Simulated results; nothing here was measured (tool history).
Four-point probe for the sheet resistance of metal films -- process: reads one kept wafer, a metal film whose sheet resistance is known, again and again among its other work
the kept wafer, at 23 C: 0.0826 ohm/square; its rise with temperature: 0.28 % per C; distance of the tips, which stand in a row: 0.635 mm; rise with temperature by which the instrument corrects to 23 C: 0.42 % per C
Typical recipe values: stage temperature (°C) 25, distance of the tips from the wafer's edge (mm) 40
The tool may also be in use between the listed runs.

run	hour	stage temperature (°C)	distance of the tips from the wafer's edge (mm)	sheet resistance as the instrument gives it (ohm/square)
1	0	25	40	0.083137
2	11.2	25	40	0.083166
3	27.9	25	40	0.083154
4	41.8	25	40	0.083177
5	59.4	33	40	0.082334
6	81.2	33	40	0.082354
7	92.6	25	15	0.083281
8	105.4	18	40	0.083974
9	122.6	25	40	0.083207
10	142.6	25	40	0.083216
11	155.3	21	40	0.083686
12	176.4	21	40	0.08365
# hour 188.4: new probe head fitted
13	190.6	21	40	0.082563
14	211	21	40	0.082558
15	232.8	25	49	0.082131
16	250.5	31	40	0.081503
17	270.8	31	40	0.081528
18	293.5	31	40	0.081524
# hour 295.1: stage's thermometer calibrated
19	305.7	25	40	0.082193
20	326.5	31	40	0.08157
21	349.4	31	40	0.081601
22	371.3	25	7	0.082565
# hour 385: stage's thermometer calibrated, once more
23	391.1	25	7	0.082478
24	411.1	18	7	0.083297
25	424	20	21	0.082753

What does the tool deliver on the next run?
26	437.9	20	21	?

Run 26 produced sheet resistance as the instrument gives it (ohm/square) 0.08274.
Minus the tool's unlogged condition, the same run would have read sheet resistance as the instrument gives it (ohm/square) 0.08296.

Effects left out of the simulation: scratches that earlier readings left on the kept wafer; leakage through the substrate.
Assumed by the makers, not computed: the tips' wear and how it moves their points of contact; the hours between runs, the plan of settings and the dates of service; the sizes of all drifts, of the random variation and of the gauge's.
